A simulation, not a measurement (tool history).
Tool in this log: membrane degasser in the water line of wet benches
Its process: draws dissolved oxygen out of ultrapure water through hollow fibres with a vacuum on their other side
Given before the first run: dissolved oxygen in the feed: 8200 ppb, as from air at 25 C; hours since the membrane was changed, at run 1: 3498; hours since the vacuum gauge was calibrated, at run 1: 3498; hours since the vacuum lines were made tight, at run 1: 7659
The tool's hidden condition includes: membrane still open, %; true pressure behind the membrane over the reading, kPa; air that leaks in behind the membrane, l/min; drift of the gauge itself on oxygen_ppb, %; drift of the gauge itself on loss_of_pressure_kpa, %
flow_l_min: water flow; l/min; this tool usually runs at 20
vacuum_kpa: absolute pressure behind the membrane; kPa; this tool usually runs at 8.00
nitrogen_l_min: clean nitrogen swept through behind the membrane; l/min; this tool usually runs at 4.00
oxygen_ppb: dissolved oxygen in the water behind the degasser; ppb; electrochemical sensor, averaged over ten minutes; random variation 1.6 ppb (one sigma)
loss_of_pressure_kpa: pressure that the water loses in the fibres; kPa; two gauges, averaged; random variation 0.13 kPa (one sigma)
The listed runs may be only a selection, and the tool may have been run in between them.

run    hour  flow_l_min  vacuum_kpa  nitrogen_l_min  hours since the membrane was changed  hours since the vacuum gauge was calibrated  hours since the vacuum lines were made tight  oxygen_ppb  loss_of_pressure_kpa
  1     0.0          20        8.00            4.00                                  3498                                         3498                                          7659       174.1                 30.34
  2    74.6          20        8.00            4.00                                  3572                                         3572                                          7733       171.3                 30.32
  3   126.8          20        8.00            4.00                                  3624                                         3624                                          7786       170.1                 30.45
  4   231.6          20        8.00            4.00                                  3729                                         3729                                          7890       176.2                 30.39
  5   342.6          25        8.00            4.00                                  3840                                         3840                                          8001       307.9                 38.06
  6   402.9          25        8.00            4.00                                  3900                                         3900                                          8062       304.6                 38.32
  7   462.7          20        8.00            6.54                                  3960                                         3960                                          8122       151.3                 30.68
  8   517.2          20        8.00            4.00                                  4015                                         4015                                          8176       171.8                 30.63
  9   575.8          20        8.00            4.00                                  4073                                         4073                                          8235       174.8                 30.32
 10   647.8          20        8.00            4.00                                  4145                                         4145                                          8307       172.6                 30.31
 11   749.6          20        8.00            4.00                                  4247                                         4247                                          8408       171.8                 30.60
      837.9  -- vacuum gauge calibrated
 12   839.5          20        8.00            4.00                                  4337                                            2                                          8498       176.4                 30.61
 13   926.9          20        8.13            4.00                                  4424                                           89                                          8585       178.9                 30.48
 14   992.1          20       11.61            4.00                                  4489                                          154                                          8650       225.0                 30.48
 15  1105.5          20       11.61            4.00                                  4602                                          268                                          8764       220.4                 30.63
     1145.1  -- vacuum gauge calibrated, once more
 16  1187.5          20       11.61            4.00                                  4684                                           42                                          8845       215.7                 30.50
 17  1274.8          28       11.32            3.07                                  4771                                          130                                          8933       481.9                 42.88
 18  1331.5          24        7.62            7.15                                  4828                                          186                                          8989       234.3                 36.95

Run 19 comes next. What will it give?
 19  1426.8          14       14.58            5.36                                  4923                                          282                                          9085           ?                     ?

oxygen_ppb: 103.5 ppb
loss_of_pressure_kpa: 21.52 kPa
The same run, on a tool lacking any hidden state, would have yielded oxygen_ppb 96.0 ppb, loss_of_pressure_kpa 21.10 kPa.
